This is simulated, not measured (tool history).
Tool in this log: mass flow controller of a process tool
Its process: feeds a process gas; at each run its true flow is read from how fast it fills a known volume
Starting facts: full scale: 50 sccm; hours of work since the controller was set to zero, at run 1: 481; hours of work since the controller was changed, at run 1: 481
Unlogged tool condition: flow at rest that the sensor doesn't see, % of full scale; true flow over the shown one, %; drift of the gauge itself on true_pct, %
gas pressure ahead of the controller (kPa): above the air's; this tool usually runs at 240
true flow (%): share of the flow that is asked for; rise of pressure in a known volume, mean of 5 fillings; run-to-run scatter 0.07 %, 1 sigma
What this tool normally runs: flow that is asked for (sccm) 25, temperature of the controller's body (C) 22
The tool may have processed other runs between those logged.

run,hour,flow that is asked for (sccm),gas pressure ahead of the controller (kPa),temperature of the controller's body (C),hours of work since the controller was set to zero,hours of work since the controller was changed,true flow (%)
1,0.0,25,240,22,481,481,98.72
2,171.6,25,240,39,592,592,97.33
3,521.8,25,240,23,820,820,98.51
4,684.4,25,240,23,925,925,98.66
5,972.2,25,156,22,1112,1112,99.14
6,1266.1,25,156,22,1303,1303,99.22
7,1543.5,25,156,22,1483,1483,99.11
8,1858.8,25,240,34,1687,1687,97.93
9,2084.0,25,184,34,1833,1833,98.19
10,2452.3,25,184,34,2072,2072,98.20
11,2706.5,25,184,34,2237,2237,98.34
12,2877.6,25,184,34,2348,2348,98.22
# hour 2904.7: controller's zero set anew
13,3074.6,46,171,30,110,2476,100.20
14,3417.3,46,141,32,333,2698,100.20
15,3577.6,25,188,34,437,2802,97.89
16,3953.4,25,188,34,680,3046,97.83
# hour 4104.6: controller's zero set anew, once more
17,4256.2,10,211,36,98,3242,98.37
18,4570.0,25,240,30,302,3446,99.52
19,4839.3,14,197,22,477,3620,99.66
20,5143.6,14,197,22,674,3818,99.52
21,5446.1,10,197,20,870,4014,99.09

What if the next run were any one of these 3? Each begins from the tool's condition after run 21:
A,5772.9,14,179,22,1082,4226,?
B,5772.9,9,242,33,1082,4226,?
C,5772.9,47,160,22,1082,4226,?

run,true flow (%)
A,99.66
B,97.63
C,102.29
With the hidden condition removed and each run's random variation left untouched, the same runs would have given:
run,true flow (%)
A,98.29
B,96.76
C,100.28
